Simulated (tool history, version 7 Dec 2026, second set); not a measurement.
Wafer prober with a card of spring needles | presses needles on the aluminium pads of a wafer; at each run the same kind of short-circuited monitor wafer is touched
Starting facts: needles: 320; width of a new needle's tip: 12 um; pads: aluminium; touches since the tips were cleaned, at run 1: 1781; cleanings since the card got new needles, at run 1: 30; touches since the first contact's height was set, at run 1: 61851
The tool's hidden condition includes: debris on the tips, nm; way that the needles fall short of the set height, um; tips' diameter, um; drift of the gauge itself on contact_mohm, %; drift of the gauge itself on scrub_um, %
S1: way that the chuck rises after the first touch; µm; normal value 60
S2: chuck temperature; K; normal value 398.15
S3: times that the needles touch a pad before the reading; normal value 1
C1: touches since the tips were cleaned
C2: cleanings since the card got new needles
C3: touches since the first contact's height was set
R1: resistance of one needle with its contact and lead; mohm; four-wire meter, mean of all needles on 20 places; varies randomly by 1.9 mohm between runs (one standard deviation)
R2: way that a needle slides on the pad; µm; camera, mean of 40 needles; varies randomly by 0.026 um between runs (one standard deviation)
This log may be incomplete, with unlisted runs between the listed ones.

{"run": 1, "hour": 0.0, "S1": 60, "S2": 398.15, "S3": 1, "C1": 1781, "C2": 30, "C3": 61851, "R1": 196, "R2": 12.68}
{"hour": 17.9, "done": "tips cleaned on abrasive film"}
{"hour": 38.9, "done": "tips cleaned on abrasive film"}
{"hour": 60.2, "done": "tips cleaned on abrasive film"}
{"run": 2, "hour": 72.0, "S1": 79, "S2": 398.15, "S3": 1, "C1": 5409, "C2": 33, "C3": 94727, "R1": 191, "R2": 16.53}
{"hour": 81.2, "done": "tips cleaned on abrasive film"}
{"hour": 104.3, "done": "tips cleaned on abrasive film"}
{"hour": 125.7, "done": "tips cleaned on abrasive film"}
{"hour": 134.9, "done": "height of the first contact set anew"}
{"run": 3, "hour": 144.1, "S1": 61, "S2": 398.15, "S3": 1, "C1": 8297, "C2": 36, "C3": 4228, "R1": 197, "R2": 12.82}
{"hour": 148.9, "done": "tips cleaned on abrasive film"}
{"hour": 170.6, "done": "tips cleaned on abrasive film"}
{"run": 4, "hour": 185.5, "S1": 61, "S2": 398.15, "S3": 1, "C1": 6859, "C2": 38, "C3": 23147, "R1": 199, "R2": 12.77}
{"hour": 190.2, "done": "tips cleaned on abrasive film"}
{"hour": 212.1, "done": "tips cleaned on abrasive film"}
{"run": 5, "hour": 216.3, "S1": 60, "S2": 330.15, "S3": 1, "C1": 1904, "C2": 40, "C3": 37170, "R1": 180, "R2": 12.54}
{"hour": 233.6, "done": "tips cleaned on abrasive film"}
{"hour": 254.0, "done": "tips cleaned on abrasive film"}
{"hour": 277.2, "done": "tips cleaned on abrasive film"}
{"run": 6, "hour": 290.7, "S1": 60, "S2": 330.15, "S3": 1, "C1": 6166, "C2": 43, "C3": 71142, "R1": 181, "R2": 12.54}
{"hour": 300.1, "done": "tips cleaned on abrasive film"}
{"hour": 323.4, "done": "tips cleaned on abrasive film"}
{"run": 7, "hour": 323.7, "S1": 60, "S2": 398.15, "S3": 1, "C1": 106, "C2": 45, "C3": 86188, "R1": 197, "R2": 12.54}
{"hour": 343.9, "done": "tips cleaned on abrasive film"}
{"run": 8, "hour": 361.8, "S1": 77, "S2": 398.15, "S3": 1, "C1": 8218, "C2": 46, "C3": 103651, "R1": 190, "R2": 16.12}
{"hour": 366.6, "done": "tips cleaned on abrasive film"}
{"hour": 389.4, "done": "tips cleaned on abrasive film"}
{"hour": 404.7, "done": "height of the first contact set anew"}
{"run": 9, "hour": 404.7, "S1": 60, "S2": 398.15, "S3": 3, "C1": 6911, "C2": 48, "C3": 0, "R1": 198, "R2": 12.5}
{"hour": 409.5, "done": "tips cleaned on abrasive film"}
{"hour": 428.3, "done": "tips cleaned on abrasive film"}
{"run": 10, "hour": 441.7, "S1": 60, "S2": 398.15, "S3": 3, "C1": 6139, "C2": 50, "C3": 16866, "R1": 195, "R2": 12.5}
{"hour": 449.9, "done": "tips cleaned on abrasive film"}
{"hour": 469.6, "done": "tips cleaned on abrasive film"}
{"hour": 491.4, "done": "tips cleaned on abrasive film"}
{"hour": 512.7, "done": "tips cleaned on abrasive film"}
{"run": 11, "hour": 517.2, "S1": 45, "S2": 398.15, "S3": 1, "C1": 2035, "C2": 54, "C3": 51298, "R1": 203, "R2": 9.35}
{"hour": 534.3, "done": "tips cleaned on abrasive film"}
{"hour": 556.9, "done": "tips cleaned on abrasive film"}
{"hour": 579.9, "done": "tips cleaned on abrasive film"}
{"run": 12, "hour": 582.0, "S1": 45, "S2": 398.15, "S3": 1, "C1": 977, "C2": 57, "C3": 80893, "R1": 199, "R2": 9.31}
{"hour": 599.3, "done": "tips cleaned on abrasive film"}
{"hour": 622.4, "done": "tips cleaned on abrasive film"}
{"hour": 641.5, "done": "tips cleaned on abrasive film"}
{"run": 13, "hour": 641.5, "S1": 45, "S2": 398.15, "S3": 1, "C1": 0, "C2": 60, "C3": 108066, "R1": 203, "R2": 9.33}
{"hour": 661.9, "done": "tips cleaned on abrasive film"}
{"hour": 674.5, "done": "height of the first contact set anew"}
{"hour": 683.0, "done": "tips cleaned on abrasive film"}
{"hour": 705.6, "done": "tips cleaned on abrasive film"}
{"run": 14, "hour": 715.8, "S1": 60, "S2": 398.15, "S3": 1, "C1": 4689, "C2": 63, "C3": 18872, "R1": 197, "R2": 12.44}
{"hour": 724.9, "done": "tips cleaned on abrasive film"}
{"hour": 747.1, "done": "tips cleaned on abrasive film"}
{"run": 15, "hour": 761.4, "S1": 61, "S2": 306.15, "S3": 2, "C1": 6561, "C2": 65, "C3": 39683, "R1": 176, "R2": 12.59}
{"hour": 770.0, "done": "tips cleaned on abrasive film"}
{"hour": 793.0, "done": "tips cleaned on abrasive film"}
{"run": 16, "hour": 795.8, "S1": 48, "S2": 353.15, "S3": 2, "C1": 1258, "C2": 67, "C3": 55356, "R1": 189, "R2": 9.89}
{"hour": 813.5, "done": "tips cleaned on abrasive film"}
{"run": 17, "hour": 827.9, "S1": 54, "S2": 351.15, "S3": 2, "C1": 6590, "C2": 68, "C3": 70024, "R1": 189, "R2": 11.16}
{"hour": 836.5, "done": "tips cleaned on abrasive film"}
{"hour": 858.2, "done": "tips cleaned on abrasive film"}
{"hour": 881.3, "done": "tips cleaned on abrasive film"}
{"hour": 902.2, "done": "tips cleaned on abrasive film"}
{"run": 18, "hour": 902.7, "S1": 58, "S2": 316.15, "S3": 3, "C1": 207, "C2": 72, "C3": 104167, "R1": 181, "R2": 11.93}
{"hour": 922.8, "done": "tips cleaned on abrasive film"}
{"hour": 944.4, "done": "tips cleaned on abrasive film"}
{"hour": 944.7, "done": "height of the first contact set anew"}
{"run": 19, "hour": 944.7, "S1": 58, "S2": 301.15, "S3": 3, "C1": 0, "C2": 74, "C3": 0, "R1": 177, "R2": 11.92}
{"hour": 963.5, "done": "tips cleaned on abrasive film"}
{"hour": 985.1, "done": "tips cleaned on abrasive film"}
{"hour": 1005.7, "done": "tips cleaned on abrasive film"}
{"run": 20, "hour": 1005.7, "S1": 52, "S2": 301.15, "S3": 3, "C1": 0, "C2": 77, "C3": 27829, "R1": 178, "R2": 10.71}
{"hour": 1027.5, "done": "tips cleaned on abrasive film"}
{"hour": 1047.9, "done": "tips cleaned on abrasive film"}
{"hour": 1066.7, "done": "tips cleaned on abrasive film"}
{"run": 21, "hour": 1081.5, "S1": 74, "S2": 368.15, "S3": 3, "C1": 6777, "C2": 80, "C3": 62453, "R1": 186, "R2": 15.17}
{"hour": 1089.8, "done": "tips cleaned on abrasive film"}
{"hour": 1109.6, "done": "tips cleaned on abrasive film"}
{"hour": 1118.9, "done": "gauge calibrated"}
{"hour": 1133.1, "done": "tips cleaned on abrasive film"}
{"hour": 1156.6, "done": "tips cleaned on abrasive film"}
{"run": 22, "hour": 1157.2, "S1": 73, "S2": 368.15, "S3": 2, "C1": 283, "C2": 84, "C3": 96980, "R1": 183, "R2": 15.4}
{"hour": 1179.1, "done": "tips cleaned on abrasive film"}
{"run": 23, "hour": 1189.3, "S1": 73, "S2": 368.15, "S3": 2, "C1": 4651, "C2": 85, "C3": 111659, "R1": 191, "R2": 15.37}
{"hour": 1198.7, "done": "tips cleaned on abrasive film"}
{"hour": 1217.2, "done": "height of the first contact set anew"}
{"hour": 1221.8, "done": "tips cleaned on abrasive film"}
{"run": 24, "hour": 1222.5, "S1": 73, "S2": 337.15, "S3": 3, "C1": 340, "C2": 87, "C3": 2393, "R1": 179, "R2": 15.36}
{"hour": 1244.8, "done": "tips cleaned on abrasive film"}
{"hour": 1266.8, "done": "tips cleaned on abrasive film"}
{"run": 25, "hour": 1283.0, "S1": 60, "S2": 345.15, "S3": 2, "C1": 7472, "C2": 89, "C3": 30061, "R1": 181, "R2": 12.59}
{"hour": 1287.8, "done": "tips cleaned on abrasive film"}
{"hour": 1308.7, "done": "tips cleaned on abrasive film"}
{"run": 26, "hour": 1317.1, "S1": 72, "S2": 320.15, "S3": 2, "C1": 3824, "C2": 91, "C3": 45578, "R1": 176, "R2": 15.1}
{"hour": 1330.1, "done": "tips cleaned on abrasive film"}
{"hour": 1351.8, "done": "tips cleaned on abrasive film"}
{"run": 27, "hour": 1370.0, "S1": 68, "S2": 357.15, "S3": 3, "C1": 8334, "C2": 93, "C3": 69748, "R1": 187, "R2": 14.24}
{"hour": 1374.7, "done": "tips cleaned on abrasive film"}
{"hour": 1394.2, "done": "tips cleaned on abrasive film"}
{"hour": 1416.5, "done": "tips cleaned on abrasive film"}
{"hour": 1437.7, "done": "tips cleaned on abrasive film"}
{"run": 28, "hour": 1440.6, "S1": 68, "S2": 355.15, "S3": 3, "C1": 1303, "C2": 97, "C3": 101942, "R1": 184, "R2": 14.2}

Each row is a separate what-if for the run after 28, all from the same tool condition, not one after another. Results?
{"hour": 1458.4, "done": "tips cleaned on abrasive film"}
{"hour": 1480.3, "done": "tips cleaned on abrasive film"}
{"hour": 1489.9, "done": "height of the first contact set anew"}
{"hour": 1502.5, "done": "tips cleaned on abrasive film"}
{"run": "A", "hour": 1502.5, "S1": 68, "S2": 307.15, "S3": 2, "C1": 0, "C2": 100, "C3": 5752, "R1": "?", "R2": "?"}
{"hour": 1458.4, "done": "tips cleaned on abrasive film"}
{"hour": 1480.3, "done": "tips cleaned on abrasive film"}
{"hour": 1489.9, "done": "height of the first contact set anew"}
{"hour": 1502.5, "done": "tips cleaned on abrasive film"}
{"run": "B", "hour": 1502.5, "S1": 45, "S2": 355.15, "S3": 3, "C1": 0, "C2": 100, "C3": 5752, "R1": "?", "R2": "?"}
{"hour": 1458.4, "done": "tips cleaned on abrasive film"}
{"hour": 1480.3, "done": "tips cleaned on abrasive film"}
{"hour": 1489.9, "done": "height of the first contact set anew"}
{"hour": 1502.5, "done": "tips cleaned on abrasive film"}
{"run": "C", "hour": 1502.5, "S1": 60, "S2": 373.15, "S3": 2, "C1": 0, "C2": 100, "C3": 5752, "R1": "?", "R2": "?"}

run=A R1=175 R2=14.20
run=B R1=194 R2=9.39
run=C R1=189 R2=12.56
The same runs, with their run-to-run variation unchanged, on a tool lacking any hidden condition would have given:
run=A R1=175 R2=14.35
run=B R1=194 R2=9.49
run=C R1=189 R2=12.69
